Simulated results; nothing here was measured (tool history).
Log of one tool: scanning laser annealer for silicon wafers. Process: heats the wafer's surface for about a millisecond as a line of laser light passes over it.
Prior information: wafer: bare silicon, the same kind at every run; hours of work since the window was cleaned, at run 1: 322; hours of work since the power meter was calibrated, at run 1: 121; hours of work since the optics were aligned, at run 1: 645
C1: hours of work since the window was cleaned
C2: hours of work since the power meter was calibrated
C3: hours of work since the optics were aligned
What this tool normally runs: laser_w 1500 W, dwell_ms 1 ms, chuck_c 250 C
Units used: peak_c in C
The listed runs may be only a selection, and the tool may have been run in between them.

Run 1, day 0: usual settings; C1 322; C2 121; C3 645. Result: peak_c 947 C.
Run 2, day 0.233: usual settings; C1 325; C2 124; C3 648. Result: peak_c 944 C.
Run 3, day 0.438: usual settings but laser_w 1492 W; C1 328; C2 126; C3 650. Result: peak_c 939 C.
Run 4, day 0.679: usual settings but laser_w 1492 W; C1 331; C2 129; C3 653. Result: peak_c 939 C.
Run 5, day 0.933: usual settings but laser_w 1492 W, chuck_c 216 C; C1 334; C2 133; C3 656. Result: peak_c 904 C.
Run 6, day 1.146: usual settings but laser_w 1492 W, chuck_c 216 C; C1 336; C2 135; C3 659. Result: peak_c 903 C.
Run 7, day 1.35: usual settings but dwell_ms 0.78 ms; C1 339; C2 138; C3 662. Result: peak_c 861 C.
Run 8, day 1.633: usual settings but dwell_ms 0.78 ms; C1 342; C2 141; C3 665. Result: peak_c 862 C.
Run 9, day 1.917: usual settings; C1 346; C2 145; C3 669. Result: peak_c 940 C.
Run 10, day 2.088: usual settings but dwell_ms 0.97 ms; C1 348; C2 147; C3 671. Result: peak_c 932 C.
Run 11, day 2.283: usual settings but dwell_ms 0.97 ms; C1 351; C2 149; C3 673. Result: peak_c 934 C.

Run 12 comes next. What will it give?
Run 12, day 2.554: usual settings but dwell_ms 0.97 ms; C1 354; C2 153; C3 677. Result: peak_c ?.

{"run 12": {"peak_c": 929}}
Take away the tool's hidden state, keep the run-to-run variation as it was, and the same run would have given peak_c 955 C.

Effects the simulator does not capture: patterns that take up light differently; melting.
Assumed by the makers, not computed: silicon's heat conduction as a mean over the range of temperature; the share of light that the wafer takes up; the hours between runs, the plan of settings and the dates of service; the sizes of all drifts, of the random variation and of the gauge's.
